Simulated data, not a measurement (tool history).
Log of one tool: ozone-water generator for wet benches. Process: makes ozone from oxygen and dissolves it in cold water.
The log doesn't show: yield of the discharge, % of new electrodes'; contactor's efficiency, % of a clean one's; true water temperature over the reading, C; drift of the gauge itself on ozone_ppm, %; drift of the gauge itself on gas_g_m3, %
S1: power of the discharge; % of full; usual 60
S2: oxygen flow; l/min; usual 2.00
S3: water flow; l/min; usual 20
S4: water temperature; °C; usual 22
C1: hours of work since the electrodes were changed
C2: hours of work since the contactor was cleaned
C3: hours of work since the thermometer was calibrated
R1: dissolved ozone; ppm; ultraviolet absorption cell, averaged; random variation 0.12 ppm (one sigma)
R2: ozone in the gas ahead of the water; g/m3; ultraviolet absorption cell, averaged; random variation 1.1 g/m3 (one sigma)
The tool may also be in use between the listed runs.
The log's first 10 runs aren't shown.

| run | hour | S1 | S2 | S3 | S4 | C1 | C2 | C3 | R1 | R2 |
|---|---|---|---|---|---|---|---|---|---|---|
| 11 | 258.6 | 60 | 2.00 | 20 | 22 | 928 | 1740 | 3416 | 9.5 | 200.4 |
| 12 | 292.5 | 76 | 2.00 | 20 | 22 | 960 | 1772 | 3448 | 11.1 | 227.0 |
| 13 | 316.5 | 76 | 2.00 | 20 | 22 | 982 | 1795 | 3470 | 11.1 | 228.5 |
| 14 | 338.9 | 76 | 2.00 | 20 | 22 | 1003 | 1816 | 3491 | 10.9 | 229.3 |
| 15 | 373.9 | 60 | 2.00 | 20 | 19 | 1036 | 1849 | 3524 | 9.8 | 196.8 |
| 16 | 394.4 | 60 | 2.00 | 20 | 19 | 1056 | 1868 | 3543 | 9.8 | 198.2 |
| 17 | 411.7 | 60 | 2.00 | 20 | 19 | 1072 | 1884 | 3560 | 9.8 | 195.1 |
| 18 | 443.3 | 74 | 1.28 | 20 | 24 | 1102 | 1914 | 3589 | 9.5 | 277.2 |
| 19 | 468.0 | 74 | 1.28 | 20 | 24 | 1125 | 1937 | 3613 | 9.5 | 278.1 |
| 20 | 499.7 | 60 | 3.49 | 20 | 18 | 1155 | 1967 | 3643 | 11.3 | 152.1 |
| 21 | 523.1 | 69 | 2.17 | 22 | 24 | 1177 | 1989 | 3665 | 9.5 | 206.9 |
| 22 | 540.5 | 69 | 2.17 | 22 | 24 | 1193 | 2005 | 3681 | 9.7 | 207.4 |
| 23 | 565.4 | 69 | 2.17 | 22 | 24 | 1216 | 2029 | 3704 | 9.6 | 207.3 |
| 24 | 595.3 | 90 | 1.26 | 17 | 29 | 1245 | 2057 | 3732 | 11.8 | 318.5 |
| 25 | 629.8 | 90 | 1.26 | 17 | 29 | 1277 | 2089 | 3765 | 11.8 | 312.1 |
| 26 | 655.6 | 60 | 2.91 | 20 | 27 | 1301 | 2114 | 3789 | 10.0 | 166.3 |
| 27 | 687.2 | 60 | 2.91 | 20 | 27 | 1331 | 2143 | 3819 | 9.9 | 164.2 |
| 28 | 710.5 | 60 | 2.91 | 20 | 27 | 1353 | 2165 | 3841 | 10.0 | 166.3 |
| 29 | 732.6 | 60 | 1.81 | 13 | 22 | 1374 | 2186 | 3862 | 13.7 | 208.3 |
| 30 | 752.7 | 54 | 2.00 | 20 | 14 | 1393 | 2205 | 3881 | 9.7 | 186.3 |
| 31 | 766.9 | 54 | 2.00 | 20 | 14 | 1406 | 2218 | 3894 | 9.6 | 185.9 |
| 32 | 786.3 | 54 | 1.55 | 20 | 23 | 1424 | 2237 | 3912 | 8.2 | 210.0 |

4 ways to go on from here, each from the tool as it stands after run 32. What would each give?
| A | 806.9 | 93 | 2.00 | 20 | 19 | 1444 | 2256 | 3932 | ? | ? |
| B | 806.9 | 88 | 1.55 | 20 | 16 | 1444 | 2256 | 3932 | ? | ? |
| C | 806.9 | 83 | 1.36 | 20 | 18 | 1444 | 2256 | 3932 | ? | ? |
| D | 806.9 | 60 | 1.72 | 20 | 22 | 1444 | 2256 | 3932 | ? | ? |

| run | R1 | R2 |
|---|---|---|
| A | 12.9 | 256.4 |
| B | 11.7 | 279.3 |
| C | 10.5 | 288.6 |
| D | 9.2 | 213.1 |
Without the tool's hidden state the same runs would have given:
| run | R1 | R2 |
|---|---|---|
| A | 12.9 | 256.6 |
| B | 11.7 | 279.5 |
| C | 10.5 | 288.7 |
| D | 9.3 | 213.2 |
